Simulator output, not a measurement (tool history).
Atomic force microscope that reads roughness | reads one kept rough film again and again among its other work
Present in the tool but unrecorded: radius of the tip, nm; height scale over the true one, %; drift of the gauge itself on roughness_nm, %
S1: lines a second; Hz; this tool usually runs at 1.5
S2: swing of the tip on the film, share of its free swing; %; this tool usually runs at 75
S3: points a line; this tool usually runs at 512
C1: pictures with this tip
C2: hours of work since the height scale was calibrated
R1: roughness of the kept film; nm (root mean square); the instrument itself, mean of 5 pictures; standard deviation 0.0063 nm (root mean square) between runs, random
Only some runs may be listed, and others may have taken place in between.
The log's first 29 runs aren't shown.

| run | hour | S1 | S2 | S3 | C1 | C2 | R1 |
|---|---|---|---|---|---|---|---|
| 30 | 586.6 | 0.61 | 84 | 838 | 52 | 1021 | 1.24 |
| 31 | 604.8 | 2.05 | 84 | 292 | 94 | 1035 | 1.032 |
| 32 | 619.2 | 2.05 | 84 | 292 | 128 | 1046 | 1.016 |
| 33 | 642.2 | 3.46 | 75 | 346 | 181 | 1063 | 0.99 |
| 34 | 667.3 | 0.68 | 75 | 551 | 240 | 1083 | 1.206 |
| 35 | 697.1 | 0.68 | 75 | 551 | 310 | 1105 | 1.189 |
| 36 | 726.5 | 0.68 | 75 | 551 | 378 | 1128 | 1.172 |
|  | 728.4 | new tip fitted |
| 37 | 749.5 | 1.5 | 75 | 353 | 50 | 1145 | 1.177 |
| 38 | 771.3 | 1.5 | 75 | 353 | 100 | 1162 | 1.162 |
| 39 | 789.3 | 1.5 | 75 | 353 | 142 | 1176 | 1.144 |
| 40 | 805.2 | 1.5 | 75 | 848 | 179 | 1188 | 1.156 |
| 41 | 833.9 | 1.5 | 75 | 848 | 246 | 1210 | 1.141 |
| 42 | 862 | 1.5 | 64 | 512 | 312 | 1231 | 1.166 |
| 43 | 879.9 | 1.5 | 64 | 512 | 354 | 1245 | 1.159 |
|  | 893.7 | new tip fitted |
| 44 | 902.2 | 2 | 80 | 395 | 19 | 1262 | 1.114 |
| 45 | 922.8 | 2.21 | 75 | 512 | 68 | 1277 | 1.128 |
| 46 | 947.5 | 1.78 | 62 | 373 | 125 | 1296 | 1.223 |
| 47 | 976.9 | 1.14 | 58 | 445 | 194 | 1319 | 1.242 |
| 48 | 992.9 | 0.88 | 56 | 256 | 231 | 1331 | 1.216 |
| 49 | 1013.7 | 2.58 | 75 | 512 | 279 | 1347 | 1.043 |
| 50 | 1029.2 | 3.01 | 75 | 587 | 316 | 1359 | 1 |
| 51 | 1045.9 | 3.01 | 75 | 587 | 355 | 1372 | 1.001 |
|  | 1058.6 | new tip fitted |
| 52 | 1073.6 | 0.61 | 58 | 398 | 35 | 1393 | 1.308 |

Predict each of these 3 candidate next runs independently; none follows another, all start after run 52:
| A | 1093.9 | 2.04 | 58 | 311 | 82 | 1408 | ? |
| B | 1093.9 | 1.17 | 89 | 398 | 82 | 1408 | ? |
| C | 1093.9 | 3.81 | 68 | 368 | 82 | 1408 | ? |

| run | R1 |
|---|---|
| A | 1.229 |
| B | 1.107 |
| C | 1.085 |
Had the tool no hidden state, the same runs would have come out as:
| run | R1 |
|---|---|
| A | 1.246 |
| B | 1.123 |
| C | 1.1 |

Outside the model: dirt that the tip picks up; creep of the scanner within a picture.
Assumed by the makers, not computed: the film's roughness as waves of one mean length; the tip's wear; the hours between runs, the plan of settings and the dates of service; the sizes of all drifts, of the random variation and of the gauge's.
